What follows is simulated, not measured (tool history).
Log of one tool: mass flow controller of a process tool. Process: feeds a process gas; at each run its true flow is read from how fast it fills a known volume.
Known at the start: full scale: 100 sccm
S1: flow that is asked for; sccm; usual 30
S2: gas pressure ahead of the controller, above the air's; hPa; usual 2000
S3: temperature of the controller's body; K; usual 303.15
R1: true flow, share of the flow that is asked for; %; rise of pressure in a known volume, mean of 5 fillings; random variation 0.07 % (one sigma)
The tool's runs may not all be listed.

Run 1, day 0: usual settings. Result: R1 98.77 %.
Run 2, day 10.675: usual settings. Result: R1 98.65 %.
Run 3, day 22.908: usual settings. Result: R1 98.68 %.
Run 4, day 32.792: usual settings but S3 300.15 K. Result: R1 98.36 %.
Run 5, day 42.962: usual settings but S2 2140 hPa. Result: R1 98.71 %.
Run 6, day 49.712: usual settings but S3 300.15 K. Result: R1 98.46 %.
Run 7, day 61.325: usual settings but S3 300.15 K. Result: R1 98.36 %.
Run 8, day 72.279: usual settings but S2 2800 hPa. Result: R1 98.31 %.
Run 9, day 81.662: usual settings. Result: R1 98.68 %.
Run 10, day 93.946: usual settings. Result: R1 98.68 %.
Run 11, day 109.438: usual settings but S1 51 sccm. Result: R1 98.69 %.
Run 12, day 116.058: usual settings but S1 51 sccm. Result: R1 98.57 %.
Run 13, day 131.358: usual settings but S1 51 sccm. Result: R1 98.63 %.
Run 14, day 138.971: usual settings but S1 51 sccm. Result: R1 98.58 %.
Run 15, day 151.325: usual settings but S1 51 sccm. Result: R1 98.61 %.
Run 16, day 158.062: usual settings. Result: R1 98.65 %.
Run 17, day 165.129: usual settings. Result: R1 98.75 %.
Run 18, day 180.988: usual settings. Result: R1 98.73 %.
Run 19, day 192.904: usual settings but S3 301.15 K. Result: R1 98.64 %.
Run 20, day 205.325: usual settings but S3 301.15 K. Result: R1 98.6 %.
Run 21, day 216.838: usual settings but S2 1650 hPa. Result: R1 98.88 %.
Run 22, day 232.95: usual settings but S1 24 sccm, S2 2480 hPa. Result: R1 98.8 %.
Run 23, day 245.338: usual settings but S1 19 sccm, S2 2550 hPa, S3 302.15 K. Result: R1 99.21 %.
Run 24, day 254.983: usual settings but S1 19 sccm, S2 2090 hPa, S3 311.15 K. Result: R1 100.54 %.
Run 25, day 266.925: usual settings but S1 20 sccm, S2 1430 hPa, S3 311.15 K. Result: R1 100.64 %.
Run 26, day 277.188: usual settings but S1 20 sccm, S2 1430 hPa, S3 311.15 K. Result: R1 100.65 %.
Run 27, day 293.008: usual settings but S3 301.15 K. Result: R1 98.48 %.
Run 28, day 299.675: usual settings but S2 2100 hPa, S3 297.15 K. Result: R1 97.87 %.
Run 29, day 309.879: usual settings but S2 1930 hPa, S3 296.15 K. Result: R1 98 %.
Run 30, day 318.458: usual settings but S1 58 sccm, S2 2710 hPa. Result: R1 97.84 %.
Run 31, day 326.342: usual settings but S1 58 sccm, S2 2710 hPa. Result: R1 97.9 %.
Run 32, day 339.604: usual settings but S1 42 sccm, S2 1400 hPa, S3 299.15 K. Result: R1 98.06 %.
Run 33, day 346.696: usual settings but S2 1550 hPa, S3 302.15 K. Result: R1 98.78 %.
Run 34, day 359.717: usual settings but S3 299.15 K. Result: R1 98.3 %.
Run 35, day 375.058: usual settings but S1 46 sccm, S2 1750 hPa, S3 299.15 K. Result: R1 97.83 %.
Run 36, day 384.704: usual settings but S1 46 sccm, S2 1750 hPa, S3 299.15 K. Result: R1 97.77 %.
Run 37, day 392.854: usual settings but S1 59 sccm, S2 2620 hPa, S3 305.15 K. Result: R1 97.99 %.
Run 38, day 400.875: usual settings but S1 69 sccm, S2 2190 hPa, S3 298.15 K. Result: R1 97.34 %.
Run 39, day 415.908: usual settings but S2 1590 hPa. Result: R1 98.89 %.
Run 40, day 428.562: usual settings but S1 24 sccm, S2 1880 hPa, S3 309.15 K. Result: R1 100.12 %.
Run 41, day 440.475: usual settings but S1 24 sccm, S2 1880 hPa, S3 310.15 K. Result: R1 100.15 %.

3 ways to go on from here, each from the tool as it stands after run 41. What would each give?
Run A, day 447.025: usual settings but S1 60 sccm, S2 1460 hPa, S3 295.15 K. Result: R1 ?.
Run B, day 447.025: usual settings but S1 22 sccm. Result: R1 ?.
Run C, day 447.025: usual settings but S1 81 sccm, S2 1940 hPa, S3 300.15 K. Result: R1 ?.

run     R1
  A  97.26
  B  99.63
  C  97.65
Without the tool's hidden state the same runs would have given:
run     R1
  A  98.85
  B  98.32
  C  99.68

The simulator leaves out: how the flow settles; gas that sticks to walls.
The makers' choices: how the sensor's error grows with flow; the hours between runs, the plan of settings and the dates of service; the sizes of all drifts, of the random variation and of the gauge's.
